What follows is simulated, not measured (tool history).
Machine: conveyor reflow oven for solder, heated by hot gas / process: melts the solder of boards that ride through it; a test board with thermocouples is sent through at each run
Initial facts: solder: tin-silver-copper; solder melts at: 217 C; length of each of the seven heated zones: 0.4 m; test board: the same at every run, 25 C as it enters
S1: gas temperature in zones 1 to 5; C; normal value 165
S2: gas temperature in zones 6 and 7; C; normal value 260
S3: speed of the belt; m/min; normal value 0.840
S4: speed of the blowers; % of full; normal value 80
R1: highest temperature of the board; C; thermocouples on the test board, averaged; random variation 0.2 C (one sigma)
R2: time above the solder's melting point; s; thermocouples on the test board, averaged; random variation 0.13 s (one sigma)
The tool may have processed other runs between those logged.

run,day,S1,S2,S3,S4,R1,R2
1,0.000,165,260,0.840,80,245.2,37.9
2,1.321,166,260,0.840,80,245.1,38.1
3,2.350,166,260,0.840,80,245.3,38.0
4,3.212,166,260,0.840,80,245.3,38.1
# day 4.467: flux residue cleaned out of gas plates and filters
5,4.800,166,260,0.840,80,246.1,39.1
6,5.533,165,250,0.840,80,237.1,32.5
7,6.158,165,250,0.840,80,237.3,32.3
8,7.075,165,250,0.840,80,237.1,32.3
9,8.217,163,260,0.840,80,245.6,38.0
10,8.996,163,260,0.840,80,245.3,37.8
11,9.675,163,260,0.840,80,245.1,37.7
12,10.758,163,260,0.840,80,245.0,37.6
13,11.504,163,260,0.840,80,245.2,37.7
14,12.862,163,260,0.840,80,245.0,37.5
15,13.708,163,260,0.840,80,244.9,37.5
16,15.121,163,260,0.840,80,244.6,37.4
17,16.233,163,260,0.840,80,244.8,37.5
18,17.154,163,260,0.840,80,244.8,37.4
19,18.358,159,262,0.840,80,246.3,37.2
20,19.842,165,260,0.829,81,245.1,38.7
21,20.771,165,252,0.769,81,240.0,38.7
# day 21.908: flux residue cleaned out of gas plates and filters
22,22.029,165,252,0.769,86,241.2,40.6
23,23.329,161,263,0.856,77,246.3,37.1
24,24.550,176,249,0.708,60,237.2,42.5
25,25.929,176,265,0.693,60,252.2,54.4
26,26.833,179,260,0.840,80,247.0,43.1
27,27.896,173,271,0.840,59,250.7,42.5
# day 29.254: belt drive overhauled, speed set with a stopwatch
28,29.254,165,271,0.860,59,247.3,36.2
29,30.479,165,273,0.921,80,252.8,37.0
30,31.454,165,273,0.921,80,252.6,37.3
31,32.733,165,273,0.921,80,252.8,37.1

Forecast each of these 3 alternatives for the next run:
A,33.742,165,260,0.860,80,?,?
B,33.742,157,273,0.677,80,?,?
C,33.742,154,273,0.943,80,?,?

run,R1,R2
A,243.3,34.9
B,260.6,55.1
C,249.8,32.4
Without the tool's hidden state the same runs would have given:
run,R1,R2
A,247.2,37.6
B,264.5,57.1
C,254.0,34.7

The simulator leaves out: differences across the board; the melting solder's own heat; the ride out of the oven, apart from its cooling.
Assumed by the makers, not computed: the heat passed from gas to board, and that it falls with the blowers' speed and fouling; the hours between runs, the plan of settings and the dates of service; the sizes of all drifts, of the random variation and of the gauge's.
